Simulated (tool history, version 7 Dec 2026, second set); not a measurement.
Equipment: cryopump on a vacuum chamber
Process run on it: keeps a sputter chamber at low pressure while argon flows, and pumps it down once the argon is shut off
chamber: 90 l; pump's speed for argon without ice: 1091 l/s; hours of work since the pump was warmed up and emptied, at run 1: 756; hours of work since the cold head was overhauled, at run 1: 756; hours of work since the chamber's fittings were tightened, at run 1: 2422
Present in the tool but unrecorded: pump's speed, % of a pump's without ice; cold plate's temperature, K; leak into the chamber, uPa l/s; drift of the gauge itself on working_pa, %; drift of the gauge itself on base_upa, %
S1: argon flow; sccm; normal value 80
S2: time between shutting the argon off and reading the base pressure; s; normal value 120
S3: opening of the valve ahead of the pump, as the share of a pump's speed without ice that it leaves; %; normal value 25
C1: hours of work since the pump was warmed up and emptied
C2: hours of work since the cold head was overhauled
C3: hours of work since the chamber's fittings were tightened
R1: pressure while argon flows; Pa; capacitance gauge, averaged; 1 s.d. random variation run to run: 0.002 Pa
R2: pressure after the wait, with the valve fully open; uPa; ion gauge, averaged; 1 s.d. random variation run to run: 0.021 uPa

| run | hour | S1 | S2 | S3 | C1 | C2 | C3 | R1 | R2 |
|---|---|---|---|---|---|---|---|---|---|
| 1 | 0 | 80 | 120 | 25 | 756 | 756 | 2422 | 0.5396 | 2.11 |
|  | 18.7 | pump warmed up, emptied and cooled again |
| 2 | 31 | 80 | 120 | 25 | 7 | 772 | 2437 | 0.4947 | 1.66 |
| 3 | 63.6 | 80 | 120 | 25 | 27 | 792 | 2457 | 0.4982 | 1.68 |
| 4 | 91 | 80 | 120 | 17 | 43 | 808 | 2473 | 0.7331 | 1.77 |
| 5 | 134.5 | 80 | 120 | 17 | 70 | 834 | 2500 | 0.7374 | 1.73 |
| 6 | 179.2 | 80 | 134 | 25 | 96 | 861 | 2526 | 0.5045 | 1.74 |
| 7 | 216.4 | 80 | 134 | 25 | 119 | 884 | 2549 | 0.5051 | 1.75 |
| 8 | 266 | 80 | 134 | 25 | 149 | 913 | 2579 | 0.5062 | 1.75 |
| 9 | 294.8 | 80 | 120 | 25 | 166 | 931 | 2596 | 0.5076 | 1.75 |
| 10 | 340.3 | 80 | 91 | 25 | 193 | 958 | 2623 | 0.507 | 1.92 |
| 11 | 384 | 80 | 91 | 25 | 220 | 984 | 2649 | 0.5092 | 1.96 |
| 12 | 429 | 80 | 91 | 25 | 247 | 1011 | 2676 | 0.5088 | 1.98 |
| 13 | 470.9 | 80 | 91 | 25 | 272 | 1036 | 2702 | 0.51 | 2.05 |
| 14 | 511.5 | 80 | 91 | 25 | 296 | 1061 | 2726 | 0.5101 | 2.02 |
| 15 | 537.1 | 41 | 47 | 25 | 312 | 1076 | 2741 | 0.2599 | 2.35 |
| 16 | 572.1 | 41 | 47 | 25 | 333 | 1097 | 2762 | 0.264 | 2.37 |
| 17 | 597.3 | 36 | 119 | 37 | 348 | 1112 | 2778 | 0.1588 | 2.07 |
| 18 | 644.9 | 143 | 57 | 16 | 376 | 1141 | 2806 | 1.4223 | 2.32 |
| 19 | 673.3 | 80 | 23 | 29 | 393 | 1158 | 2823 | 0.4505 | 3.03 |
| 20 | 715.4 | 33 | 272 | 18 | 419 | 1183 | 2849 | 0.2927 | 1.95 |
| 21 | 770.5 | 33 | 272 | 18 | 452 | 1217 | 2882 | 0.2943 | 2.05 |
| 22 | 822.7 | 65 | 120 | 19 | 483 | 1248 | 2913 | 0.5581 | 2.18 |
| 23 | 862.9 | 65 | 120 | 19 | 507 | 1272 | 2937 | 0.5555 | 2.2 |
| 24 | 893.5 | 33 | 173 | 58 | 526 | 1290 | 2956 | 0.1 | 2.22 |
| 25 | 936.9 | 32 | 23 | 19 | 552 | 1317 | 2982 | 0.2708 | 3.27 |
| 26 | 964 | 85 | 90 | 19 | 568 | 1333 | 2998 | 0.7241 | 2.45 |
| 27 | 1010.4 | 85 | 90 | 19 | 596 | 1361 | 3026 | 0.7328 | 2.43 |
| 28 | 1057.5 | 85 | 90 | 19 | 624 | 1389 | 3054 | 0.7354 | 2.53 |

Same runs, no hidden state in the tool, same run-to-run variation:
| run | R1 | R2 |
|---|---|---|
| 1 | 0.4971 | 0.48 |
| 2 | 0.492 | 0.49 |
| 3 | 0.4947 | 0.5 |
| 4 | 0.7289 | 0.54 |
| 5 | 0.7319 | 0.51 |
| 6 | 0.4978 | 0.47 |
| 7 | 0.4974 | 0.49 |
| 8 | 0.4972 | 0.47 |
| 9 | 0.4978 | 0.45 |
| 10 | 0.4959 | 0.58 |
| 11 | 0.4968 | 0.58 |
| 12 | 0.4951 | 0.59 |
| 13 | 0.4952 | 0.6 |
| 14 | 0.4943 | 0.57 |
| 15 | 0.2515 | 0.87 |
| 16 | 0.2549 | 0.86 |
| 17 | 0.1505 | 0.5 |
| 18 | 1.3862 | 0.77 |
| 19 | 0.4293 | 1.48 |
| 20 | 0.2834 | 0.37 |
| 21 | 0.2842 | 0.38 |
| 22 | 0.5367 | 0.51 |
| 23 | 0.533 | 0.49 |
| 24 | 0.0882 | 0.42 |
| 25 | 0.2589 | 1.48 |
| 26 | 0.6911 | 0.61 |
| 27 | 0.6976 | 0.58 |
| 28 | 0.6983 | 0.6 |
